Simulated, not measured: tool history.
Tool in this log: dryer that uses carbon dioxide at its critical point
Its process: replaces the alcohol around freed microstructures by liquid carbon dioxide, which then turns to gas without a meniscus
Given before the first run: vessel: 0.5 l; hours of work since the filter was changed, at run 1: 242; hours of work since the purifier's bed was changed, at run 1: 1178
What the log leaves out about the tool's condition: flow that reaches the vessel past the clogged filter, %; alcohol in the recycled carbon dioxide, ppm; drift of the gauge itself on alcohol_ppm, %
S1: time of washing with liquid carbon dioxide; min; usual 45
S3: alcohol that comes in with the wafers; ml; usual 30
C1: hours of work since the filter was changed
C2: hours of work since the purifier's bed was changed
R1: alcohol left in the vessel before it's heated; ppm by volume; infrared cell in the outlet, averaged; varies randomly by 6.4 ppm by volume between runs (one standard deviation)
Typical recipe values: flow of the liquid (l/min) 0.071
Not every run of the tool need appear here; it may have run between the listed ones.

{"run": 1, "day": 0.0, "S1": 45, "flow of the liquid (l/min)": 0.071, "S3": 30, "C1": 242, "C2": 1178, "R1": 611}
{"run": 2, "day": 1.212, "S1": 45, "flow of the liquid (l/min)": 0.071, "S3": 30, "C1": 258, "C2": 1194, "R1": 602}
{"run": 3, "day": 3.688, "S1": 45, "flow of the liquid (l/min)": 0.071, "S3": 76, "C1": 291, "C2": 1227, "R1": 1415}
{"run": 4, "day": 5.612, "S1": 45, "flow of the liquid (l/min)": 0.071, "S3": 30, "C1": 316, "C2": 1253, "R1": 668}
{"day": 6.858, "done": "purifier's bed changed"}
{"run": 5, "day": 8.212, "S1": 45, "flow of the liquid (l/min)": 0.071, "S3": 30, "C1": 349, "C2": 18, "R1": 568}
{"run": 6, "day": 10.004, "S1": 45, "flow of the liquid (l/min)": 0.071, "S3": 30, "C1": 373, "C2": 42, "R1": 602}
{"run": 7, "day": 12.271, "S1": 45, "flow of the liquid (l/min)": 0.071, "S3": 30, "C1": 403, "C2": 72, "R1": 648}
{"day": 13.333, "done": "inlet filter changed"}
{"run": 8, "day": 14.004, "S1": 45, "flow of the liquid (l/min)": 0.0462, "S3": 30, "C1": 9, "C2": 95, "R1": 2035}
{"run": 9, "day": 15.117, "S1": 71, "flow of the liquid (l/min)": 0.0768, "S3": 38, "C1": 24, "C2": 109, "R1": 27}
{"run": 10, "day": 17.6, "S1": 34, "flow of the liquid (l/min)": 0.0504, "S3": 74, "C1": 57, "C2": 142, "R1": 9279}
{"run": 11, "day": 19.021, "S1": 34, "flow of the liquid (l/min)": 0.0504, "S3": 74, "C1": 76, "C2": 161, "R1": 9642}
{"run": 12, "day": 21.233, "S1": 45, "flow of the liquid (l/min)": 0.0801, "S3": 31, "C1": 105, "C2": 191, "R1": 195}
{"run": 13, "day": 23.388, "S1": 34, "flow of the liquid (l/min)": 0.1046, "S3": 30, "C1": 134, "C2": 220, "R1": 208}

Consider 4 possible next runs. They are alternatives, not a sequence: every one starts from the tool as it was left by run 13. What does each give?
{"run": "A", "day": 24.954, "S1": 34, "flow of the liquid (l/min)": 0.0757, "S3": 30, "C1": 155, "C2": 240, "R1": "?"}
{"run": "B", "day": 24.954, "S1": 45, "flow of the liquid (l/min)": 0.057, "S3": 86, "C1": 155, "C2": 240, "R1": "?"}
{"run": "C", "day": 24.954, "S1": 65, "flow of the liquid (l/min)": 0.0928, "S3": 30, "C1": 155, "C2": 240, "R1": "?"}
{"run": "D", "day": 24.954, "S1": 44, "flow of the liquid (l/min)": 0.071, "S3": 30, "C1": 155, "C2": 240, "R1": "?"}

run=A R1=1049
run=B R1=3053
run=C R1=38
run=D R1=464
Stripped of hidden state, with their random variation kept, the same runs would have yielded:
run=A R1=771
run=B R1=2301
run=C R1=6
run=D R1=310
